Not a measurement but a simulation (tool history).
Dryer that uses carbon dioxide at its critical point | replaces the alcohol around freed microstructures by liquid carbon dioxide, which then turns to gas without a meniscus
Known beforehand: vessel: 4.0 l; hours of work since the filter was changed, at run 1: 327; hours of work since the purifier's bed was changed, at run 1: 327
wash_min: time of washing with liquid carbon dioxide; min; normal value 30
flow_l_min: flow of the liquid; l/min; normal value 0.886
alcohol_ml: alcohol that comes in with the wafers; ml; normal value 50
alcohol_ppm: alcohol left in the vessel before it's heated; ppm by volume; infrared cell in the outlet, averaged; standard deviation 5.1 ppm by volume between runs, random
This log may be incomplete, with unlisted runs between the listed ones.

run	day	wash_min	flow_l_min	alcohol_ml	hours of work since the filter was changed	hours of work since the purifier's bed was changed	alcohol_ppm
1	0	30	0.886	50	327	327	227
2	1.058	30	0.886	50	338	338	231
3	1.679	30	0.886	50	344	344	242
4	2.404	30	0.886	50	351	351	245
5	3.362	30	0.886	50	361	361	241
6	4.05	20	0.886	50	368	368	775
7	5	20	0.886	50	377	377	776
8	5.758	30	0.886	50	385	385	252
9	7.083	30	0.886	50	399	399	265
10	8.15	30	0.886	50	409	409	277
11	8.854	30	0.823	50	416	416	347
# day 9.433: inlet filter changed
12	10.196	30	1.191	50	8	430	121
13	11.317	30	1.191	50	19	441	114
14	12.225	30	1.191	50	28	450	121
15	13.117	30	1.191	50	37	459	127
16	14.046	32	0.886	50	47	469	180
17	14.583	30	0.741	50	52	474	322
18	15.367	30	0.741	50	60	482	317
19	16.629	39	0.741	50	73	495	178
20	17.396	39	0.741	50	81	503	179
21	18.004	39	0.741	50	87	509	179
22	19.217	39	0.741	27	99	521	160
23	20.396	39	0.741	27	111	533	165
24	21.667	30	0.919	50	124	546	205
25	22.317	23	1.049	50	130	552	285
26	22.921	29	0.886	107	137	559	385
27	24.075	19	0.648	50	148	570	1571
28	25.342	30	0.818	50	161	583	298
29	26.054	37	1.201	97	168	590	148
30	26.971	37	1.201	97	178	600	146
31	27.754	37	1.201	97	186	607	149
32	28.483	37	1.201	97	193	615	155
33	29.475	37	1.201	97	203	625	159
34	30.379	38	0.733	113	212	634	378
35	31.108	38	0.733	113	219	641	377
36	31.829	41	0.886	50	227	649	180
37	32.562	30	0.886	45	234	656	266
38	33.417	24	0.571	50	243	665	1437
39	34.475	24	0.571	50	254	676	1431
40	35.479	30	0.886	36	264	686	258
41	36.204	34	1.21	50	271	693	185
42	37.512	34	1.21	50	284	706	170
43	38.738	23	1.349	50	297	719	231
44	39.754	30	0.625	22	307	729	423
45	40.446	22	0.886	36	314	736	503
46	41.5	25	0.65	56	325	747	1157
47	42.1	25	0.65	56	331	753	1152

How would selected steps in alcohol_ppm from run to run divide? Give the signed amount a tool lacking its hidden state would still show from settings, what came in and random variation, and the signed amount left for the hidden state, including any gauge scatter that is not in both of the compared results.
Hidden conditions of the tool in this case: flow that reaches the vessel past the clogged filter, %; alcohol in the recycled carbon dioxide, ppm; drift of the gauge itself on alcohol_ppm, %.
Run 26 -> 27: wash_min 29 -> 19, flow_l_min 0.886 -> 0.648, alcohol_ml 107 -> 50. alcohol_ppm +1186 ppm by volume: hidden state +126, all else +1060.
Run 27 -> 28: wash_min 19 -> 30, flow_l_min 0.648 -> 0.818. alcohol_ppm -1273 ppm by volume: hidden state -136, all else -1137.
Run 37 -> 38: wash_min 30 -> 24, flow_l_min 0.886 -> 0.571, alcohol_ml 45 -> 50. alcohol_ppm +1171 ppm by volume: hidden state +239, all else +932.
Run 39 -> 40: wash_min 24 -> 30, flow_l_min 0.571 -> 0.886, alcohol_ml 50 -> 36. alcohol_ppm -1173 ppm by volume: hidden state -244, all else -929.
Run 45 -> 46: wash_min 22 -> 25, flow_l_min 0.886 -> 0.65, alcohol_ml 36 -> 56. alcohol_ppm +654 ppm by volume: hidden state +209, all else +445.
